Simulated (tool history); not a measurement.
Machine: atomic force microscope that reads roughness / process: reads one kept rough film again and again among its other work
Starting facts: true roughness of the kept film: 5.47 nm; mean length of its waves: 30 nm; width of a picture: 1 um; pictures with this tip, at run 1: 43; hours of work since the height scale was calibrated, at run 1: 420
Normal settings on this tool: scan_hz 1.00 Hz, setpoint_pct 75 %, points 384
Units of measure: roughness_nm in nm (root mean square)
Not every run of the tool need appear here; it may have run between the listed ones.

run	hour	scan_hz	setpoint_pct	points	pictures with this tip	hours of work since the height scale was calibrated	roughness_nm
1	0.0	1.00	75	384	43	420	3.682
2	7.5	1.00	66	384	55	425	3.711
3	21.4	1.00	66	884	77	435	3.545
4	34.2	1.00	66	884	97	444	3.390
5	41.8	1.00	58	884	109	449	3.396
6	56.4	1.00	58	884	133	459	3.247
7	68.7	1.00	69	384	152	467	3.060
8	77.9	1.00	75	384	167	473	2.944
9	90.0	1.00	75	384	186	482	2.823
10	99.3	1.00	75	384	200	488	2.775
# hour 106.0: new tip fitted
11	114.6	1.00	75	384	14	498	3.986
12	125.8	1.00	75	410	32	506	3.795
13	140.4	1.00	75	410	55	516	3.633
14	153.0	1.00	75	410	74	524	3.492
15	166.4	1.60	75	410	96	534	3.197
16	175.2	1.60	75	410	110	540	3.153
17	190.6	3.55	75	410	134	550	2.682
18	201.1	3.55	75	410	151	557	2.598
19	209.8	3.55	75	410	164	563	2.555
20	218.7	3.55	75	410	178	569	2.472
21	228.1	0.95	75	384	193	576	2.847
# hour 238.8: new tip fitted
22	238.8	0.95	75	384	0	583	4.074
23	252.2	0.95	75	384	22	592	3.909
24	261.7	0.95	75	384	37	598	3.777
25	272.8	0.95	75	384	54	606	3.649
26	284.1	1.00	75	384	72	614	3.486
27	298.4	1.00	86	550	95	623	3.238
28	305.8	1.00	86	550	106	628	3.196
29	312.3	1.94	60	731	117	633	3.346
30	321.0	0.75	75	384	130	639	3.221
# hour 323.3: height scale calibrated on a step standard
31	332.3	0.86	76	929	147	6	3.124
32	343.3	1.30	59	313	164	14	3.101
33	357.7	1.30	73	689	187	24	2.874
34	370.6	1.00	73	611	207	32	2.837
# hour 372.1: new tip fitted
35	377.7	1.00	73	611	9	37	4.063
36	387.4	1.00	73	611	24	43	3.933
37	402.9	1.00	73	611	48	54	3.702
# hour 410.4: height scale calibrated on a step standard, once more
38	419.1	2.91	66	434	72	6	3.356

Run 39 comes next. What will it give?
39	429.8	2.91	66	434	89	13	?

Run 39 yielded roughness_nm 3.213 nm (root mean square).
Take away the tool's hidden state, keep the run-to-run variation as it was, and the same run would have given roughness_nm 3.906 nm (root mean square).

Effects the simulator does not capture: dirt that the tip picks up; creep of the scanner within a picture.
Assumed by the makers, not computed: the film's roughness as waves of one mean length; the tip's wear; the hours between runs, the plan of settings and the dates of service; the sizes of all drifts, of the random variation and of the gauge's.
